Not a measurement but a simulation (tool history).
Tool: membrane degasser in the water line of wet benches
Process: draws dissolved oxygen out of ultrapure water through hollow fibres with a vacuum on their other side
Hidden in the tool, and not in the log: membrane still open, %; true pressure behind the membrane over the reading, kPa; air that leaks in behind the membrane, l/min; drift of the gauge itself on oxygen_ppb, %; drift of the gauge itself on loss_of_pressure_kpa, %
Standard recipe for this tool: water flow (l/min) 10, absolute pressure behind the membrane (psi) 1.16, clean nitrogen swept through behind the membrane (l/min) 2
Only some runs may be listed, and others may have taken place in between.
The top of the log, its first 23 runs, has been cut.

| run | hour | water flow (l/min) | absolute pressure behind the membrane (psi) | clean nitrogen swept through behind the membrane (l/min) | hours since the membrane was changed | hours since the vacuum gauge was calibrated | hours since the vacuum lines were made tight | dissolved oxygen in the water behind the degasser (ppb) | pressure that the water loses in the fibres (psi) |
|---|---|---|---|---|---|---|---|---|---|
| 24 | 961.6 | 8 | 1.16 | 2 | 3179 | 173 | 2845 | 247.2 | 5.332 |
| 25 | 1002.2 | 6 | 0.825 | 2.85 | 3220 | 213 | 2885 | 150.2 | 4.009 |
| 26 | 1055.1 | 7 | 1.684 | 2 | 3272 | 266 | 2938 | 244.6 | 4.751 |
| 27 | 1103.2 | 10 | 1.16 | 1.45 | 3321 | 314 | 2986 | 349.4 | 6.74 |
| 28 | 1145.8 | 10 | 1.16 | 1.45 | 3363 | 357 | 3029 | 353.6 | 6.695 |
| 29 | 1188.1 | 15 | 1.16 | 3.85 | 3405 | 399 | 3071 | 489.5 | 10.022 |
| 30 | 1214.6 | 15 | 1.16 | 3.85 | 3432 | 426 | 3098 | 487 | 10.073 |
| 31 | 1245.2 | 8 | 0.817 | 4.03 | 3463 | 456 | 3128 | 222.7 | 5.358 |
| 32 | 1289.6 | 10 | 0.979 | 4.54 | 3507 | 501 | 3173 | 301 | 6.689 |

Alternative continuations, all from the tool just after run 32; predict every row:
| A | 1321.7 | 10 | 1.213 | 4.54 | 3539 | 533 | 3205 | ? | ? |
| B | 1321.7 | 11 | 0.979 | 3.05 | 3539 | 533 | 3205 | ? | ? |
| C | 1321.7 | 15 | 0.825 | 1.13 | 3539 | 533 | 3205 | ? | ? |
| D | 1321.7 | 12 | 0.979 | 0.86 | 3539 | 533 | 3205 | ? | ? |

| run | dissolved oxygen in the water behind the degasser (ppb) | pressure that the water loses in the fibres (psi) |
|---|---|---|
| A | 304.5 | 6.722 |
| B | 342.2 | 7.404 |
| C | 522.5 | 10.024 |
| D | 458.6 | 8.067 |
The same runs, with their run-to-run variation unchanged, on a tool lacking any hidden condition would have given:
| run | dissolved oxygen in the water behind the degasser (ppb) | pressure that the water loses in the fibres (psi) |
|---|---|---|
| A | 289.5 | 6.617 |
| B | 326 | 7.287 |
| C | 501.9 | 9.863 |
| D | 440.9 | 7.938 |
